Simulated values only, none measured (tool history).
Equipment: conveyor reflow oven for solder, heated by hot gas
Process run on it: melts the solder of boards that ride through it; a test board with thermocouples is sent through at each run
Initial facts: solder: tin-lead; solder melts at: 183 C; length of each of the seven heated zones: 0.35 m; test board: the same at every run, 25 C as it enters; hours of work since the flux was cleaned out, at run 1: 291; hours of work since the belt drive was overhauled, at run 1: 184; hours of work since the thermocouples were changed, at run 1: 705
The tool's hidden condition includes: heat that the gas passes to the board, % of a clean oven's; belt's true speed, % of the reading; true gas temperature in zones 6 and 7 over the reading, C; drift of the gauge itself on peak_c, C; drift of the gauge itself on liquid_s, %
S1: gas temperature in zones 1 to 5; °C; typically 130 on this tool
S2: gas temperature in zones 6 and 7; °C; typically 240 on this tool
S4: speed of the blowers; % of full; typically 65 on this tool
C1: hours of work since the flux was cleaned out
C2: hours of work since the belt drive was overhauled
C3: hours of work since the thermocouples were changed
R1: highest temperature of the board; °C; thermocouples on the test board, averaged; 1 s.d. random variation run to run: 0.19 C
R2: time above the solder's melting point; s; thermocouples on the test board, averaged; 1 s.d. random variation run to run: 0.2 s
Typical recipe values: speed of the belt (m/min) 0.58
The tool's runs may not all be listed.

{"run": 1, "hour": 0.0, "S1": 130, "S2": 240, "speed of the belt (m/min)": 0.58, "S4": 65, "C1": 291, "C2": 184, "C3": 705, "R1": 211.7, "R2": 45.4}
{"run": 2, "hour": 14.5, "S1": 130, "S2": 240, "speed of the belt (m/min)": 0.58, "S4": 65, "C1": 297, "C2": 190, "C3": 712, "R1": 211.5, "R2": 45.1}
{"run": 3, "hour": 30.2, "S1": 130, "S2": 240, "speed of the belt (m/min)": 0.58, "S4": 65, "C1": 305, "C2": 198, "C3": 719, "R1": 211.7, "R2": 45.5}
{"run": 4, "hour": 51.3, "S1": 130, "S2": 240, "speed of the belt (m/min)": 0.58, "S4": 65, "C1": 314, "C2": 207, "C3": 729, "R1": 211.2, "R2": 45.4}
{"run": 5, "hour": 60.1, "S1": 130, "S2": 240, "speed of the belt (m/min)": 0.58, "S4": 65, "C1": 318, "C2": 212, "C3": 733, "R1": 211.6, "R2": 44.9}
{"run": 6, "hour": 73.5, "S1": 130, "S2": 253, "speed of the belt (m/min)": 0.58, "S4": 65, "C1": 325, "C2": 218, "C3": 739, "R1": 221.9, "R2": 53.4}
{"run": 7, "hour": 90.7, "S1": 130, "S2": 240, "speed of the belt (m/min)": 0.58, "S4": 65, "C1": 333, "C2": 226, "C3": 747, "R1": 211.7, "R2": 44.9}
{"run": 8, "hour": 110.2, "S1": 130, "S2": 231, "speed of the belt (m/min)": 0.58, "S4": 65, "C1": 342, "C2": 235, "C3": 756, "R1": 204.2, "R2": 37.5}
{"run": 9, "hour": 127.0, "S1": 130, "S2": 231, "speed of the belt (m/min)": 0.58, "S4": 65, "C1": 349, "C2": 243, "C3": 764, "R1": 204.3, "R2": 37.4}
{"run": 10, "hour": 136.3, "S1": 130, "S2": 240, "speed of the belt (m/min)": 0.58, "S4": 65, "C1": 354, "C2": 247, "C3": 768, "R1": 211.5, "R2": 44.6}
{"run": 11, "hour": 151.8, "S1": 130, "S2": 240, "speed of the belt (m/min)": 0.58, "S4": 65, "C1": 361, "C2": 254, "C3": 775, "R1": 210.9, "R2": 44.6}
{"run": 12, "hour": 161.8, "S1": 130, "S2": 240, "speed of the belt (m/min)": 0.58, "S4": 65, "C1": 365, "C2": 259, "C3": 780, "R1": 211.4, "R2": 44.6}
{"run": 13, "hour": 171.4, "S1": 130, "S2": 244, "speed of the belt (m/min)": 0.58, "S4": 65, "C1": 370, "C2": 263, "C3": 784, "R1": 214.1, "R2": 47.2}
{"run": 14, "hour": 187.5, "S1": 130, "S2": 235, "speed of the belt (m/min)": 0.58, "S4": 65, "C1": 377, "C2": 270, "C3": 792, "R1": 206.9, "R2": 40.4}
{"run": 15, "hour": 207.0, "S1": 130, "S2": 240, "speed of the belt (m/min)": 0.58, "S4": 65, "C1": 386, "C2": 279, "C3": 801, "R1": 210.8, "R2": 43.8}
{"run": 16, "hour": 222.8, "S1": 122, "S2": 240, "speed of the belt (m/min)": 0.654, "S4": 77, "C1": 394, "C2": 287, "C3": 808, "R1": 205.1, "R2": 31.3}
{"run": 17, "hour": 236.7, "S1": 123, "S2": 253, "speed of the belt (m/min)": 0.636, "S4": 68, "C1": 400, "C2": 293, "C3": 815, "R1": 214.5, "R2": 41.5}
{"run": 18, "hour": 256.8, "S1": 130, "S2": 253, "speed of the belt (m/min)": 0.636, "S4": 89, "C1": 409, "C2": 302, "C3": 824, "R1": 220.8, "R2": 48.4}
{"run": 19, "hour": 271.2, "S1": 141, "S2": 240, "speed of the belt (m/min)": 0.668, "S4": 65, "C1": 416, "C2": 309, "C3": 830, "R1": 207, "R2": 36.8}
{"run": 20, "hour": 281.8, "S1": 120, "S2": 240, "speed of the belt (m/min)": 0.58, "S4": 65, "C1": 421, "C2": 314, "C3": 835, "R1": 207.9, "R2": 38.5}
{"run": 21, "hour": 295.3, "S1": 130, "S2": 240, "speed of the belt (m/min)": 0.466, "S4": 51, "C1": 427, "C2": 320, "C3": 842, "R1": 217.2, "R2": 63.1}
{"run": 22, "hour": 308.8, "S1": 130, "S2": 240, "speed of the belt (m/min)": 0.476, "S4": 65, "C1": 433, "C2": 327, "C3": 848, "R1": 219.1, "R2": 63.9}
{"run": 23, "hour": 327.6, "S1": 137, "S2": 249, "speed of the belt (m/min)": 0.513, "S4": 76, "C1": 442, "C2": 335, "C3": 857, "R1": 226.5, "R2": 68.1}
{"run": 24, "hour": 348.0, "S1": 137, "S2": 249, "speed of the belt (m/min)": 0.513, "S4": 76, "C1": 452, "C2": 345, "C3": 866, "R1": 226.8, "R2": 67.7}
{"run": 25, "hour": 359.8, "S1": 137, "S2": 249, "speed of the belt (m/min)": 0.513, "S4": 76, "C1": 457, "C2": 350, "C3": 871, "R1": 226.7, "R2": 67.6}
{"hour": 366.5, "done": "flux residue cleaned out of gas plates and filters"}
{"run": 26, "hour": 376.7, "S1": 137, "S2": 249, "speed of the belt (m/min)": 0.513, "S4": 76, "C1": 5, "C2": 356, "C3": 877, "R1": 232.2, "R2": 71.3}
{"run": 27, "hour": 387.2, "S1": 137, "S2": 249, "speed of the belt (m/min)": 0.513, "S4": 76, "C1": 10, "C2": 360, "C3": 882, "R1": 232.4, "R2": 71.6}
{"run": 28, "hour": 408.1, "S1": 137, "S2": 249, "speed of the belt (m/min)": 0.523, "S4": 61, "C1": 19, "C2": 370, "C3": 891, "R1": 228.2, "R2": 67.4}
{"run": 29, "hour": 416.9, "S1": 137, "S2": 249, "speed of the belt (m/min)": 0.523, "S4": 61, "C1": 23, "C2": 374, "C3": 896, "R1": 228.1, "R2": 67.1}
{"run": 30, "hour": 434.8, "S1": 139, "S2": 249, "speed of the belt (m/min)": 0.493, "S4": 83, "C1": 32, "C2": 382, "C3": 904, "R1": 234.5, "R2": 76.4}

Alternative continuations, all from the tool just after run 30; predict every row:
{"run": "A", "hour": 454.8, "S1": 139, "S2": 253, "speed of the belt (m/min)": 0.493, "S4": 78, "C1": 41, "C2": 392, "C3": 913, "R1": "?", "R2": "?"}
{"run": "B", "hour": 454.8, "S1": 139, "S2": 243, "speed of the belt (m/min)": 0.561, "S4": 66, "C1": 41, "C2": 392, "C3": 913, "R1": "?", "R2": "?"}
{"run": "C", "hour": 454.8, "S1": 124, "S2": 240, "speed of the belt (m/min)": 0.58, "S4": 65, "C1": 41, "C2": 392, "C3": 913, "R1": "?", "R2": "?"}

run=A R1=237.5 R2=78.3
run=B R1=222.1 R2=58.8
run=C R1=214 R2=46.4
With the hidden condition removed and each run's random variation left untouched, the same runs would have given:
run=A R1=235.8 R2=77.1
run=B R1=220.5 R2=57.5
run=C R1=212.5 R2=45
